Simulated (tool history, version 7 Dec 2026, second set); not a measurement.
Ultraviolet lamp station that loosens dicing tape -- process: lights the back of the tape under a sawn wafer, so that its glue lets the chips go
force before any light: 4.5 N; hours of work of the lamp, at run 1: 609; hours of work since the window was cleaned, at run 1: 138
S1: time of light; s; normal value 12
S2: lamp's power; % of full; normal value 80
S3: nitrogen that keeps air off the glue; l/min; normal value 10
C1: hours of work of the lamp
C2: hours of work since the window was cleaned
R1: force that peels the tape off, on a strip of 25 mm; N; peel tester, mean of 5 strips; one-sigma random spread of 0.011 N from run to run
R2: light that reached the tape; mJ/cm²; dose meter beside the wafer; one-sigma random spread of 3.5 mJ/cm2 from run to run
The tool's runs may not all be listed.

run,hour,S1,S2,S3,C1,C2,R1,R2
1,0,12,80,10,609,138,0.492,564
2,30.8,12,80,10,627,157,0.516,559
3,59.1,12,83,10,644,174,0.489,588
4,84.4,12,83,10,660,189,0.471,582
5,102.2,23,83,10,670,200,0.186,1131
6,121.2,23,83,10,682,211,0.183,1121
# hour 124.3: window cleaned of glue's vapour
7,159.4,23,83,10,704,21,0.183,1114
8,184.2,23,83,10,719,36,0.179,1120
9,220.8,12,80,10,741,58,0.475,565
10,254.9,12,80,10,762,79,0.508,567
11,289.7,12,80,10,783,99,0.507,568
12,325.2,12,74,10,804,121,0.582,521
13,362,12,74,10,826,143,0.577,519
14,394.1,12,80,10,845,162,0.513,566
15,412.5,12,80,10,857,173,0.5,561
16,431.1,12,80,10,868,184,0.505,567
17,465.8,12,80,10,889,205,0.474,568
# hour 477.9: window cleaned of glue's vapour
18,492.5,12,80,10,904,9,0.514,559
19,527,12,80,10,925,30,0.513,567
20,557.7,12,80,10,944,48,0.496,565
21,595.1,12,80,10,966,70,0.485,561
22,628.3,11,73,4,986,90,1.026,476
23,652,11,73,4,1000,105,1.031,471
24,689.8,9,60,5,1023,127,1.482,317
25,714.3,9,60,5,1038,142,1.519,311
26,735.4,9,68,5,1050,155,1.337,355

What does the tool deliver on the next run?
27,762.1,12,68,6,1066,171,?,?

{"run 27": {"R1": 0.837, "R2": 477}}
Without the tool's hidden state the same run would have given R1 0.832 N, R2 479 mJ/cm².
